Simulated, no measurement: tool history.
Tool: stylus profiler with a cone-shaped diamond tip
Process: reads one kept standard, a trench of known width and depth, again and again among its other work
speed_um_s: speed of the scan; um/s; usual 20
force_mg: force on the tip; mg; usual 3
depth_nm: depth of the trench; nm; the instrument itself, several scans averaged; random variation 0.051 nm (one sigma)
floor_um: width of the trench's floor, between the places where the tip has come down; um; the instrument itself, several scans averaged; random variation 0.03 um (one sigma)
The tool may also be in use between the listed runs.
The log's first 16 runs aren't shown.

run    hour  speed_um_s  force_mg  scans with this tip  hours of work since the height scale was calibrated  depth_nm  floor_um
     1341.3  -- new tip fitted, height scale calibrated
 17  1416.8          20         3                  489                                                   41    101.61     98.39
 18  1474.9          20      2.26                  865                                                   72    101.17     98.37
 19  1563.7          20      2.26                 1440                                                  120    101.18     98.26
 20  1641.5          20      2.26                 1945                                                  162    101.11      98.2
 21  1714.9          20      2.26                 2420                                                  202    101.18     98.11
 22  1799.1          18      6.78                 2966                                                  248    102.54     98.09
 23  1902.6          14      2.97                 3636                                                  304    101.46     97.99
 24  1968.3          51      1.35                 4062                                                  339    100.84     97.69
 25  2081.8          62      6.77                 4797                                                  400    102.46     97.81
 26  2136.6           6         3                 5152                                                  430     101.4     97.92
 27  2218.2          20      4.17                 5680                                                  474    101.72     97.76
 28  2274.7          13      2.14                 6047                                                  505    101.09     97.74
 29  2385.9          13      2.14                 6767                                                  565    101.03      97.7
 30  2481.3          13      2.14                 7385                                                  617    100.96     97.68
 31  2539.9          13      2.14                 7765                                                  648    100.96     97.56
 32  2633.2          10      3.31                 8369                                                  699    101.37     97.61
     2663.2  -- new tip fitted, height scale calibrated
 33  2719.7          10      3.31                  366                                                   31    101.57     98.44
 34  2837.2          10      3.31                 1128                                                   94    101.49     98.36
 35  2896.8          47      2.78                 1513                                                  126    101.45     98.15

The next listed run, before its measurement:
 36  2987.9          50      2.75                 2104                                                  176         ?         ?

Run 36 gave depth_nm 101.4 nm, floor_um 98.08 um.
Without the tool's hidden state the same run would have given depth_nm 101.49 nm, floor_um 98.4 um.
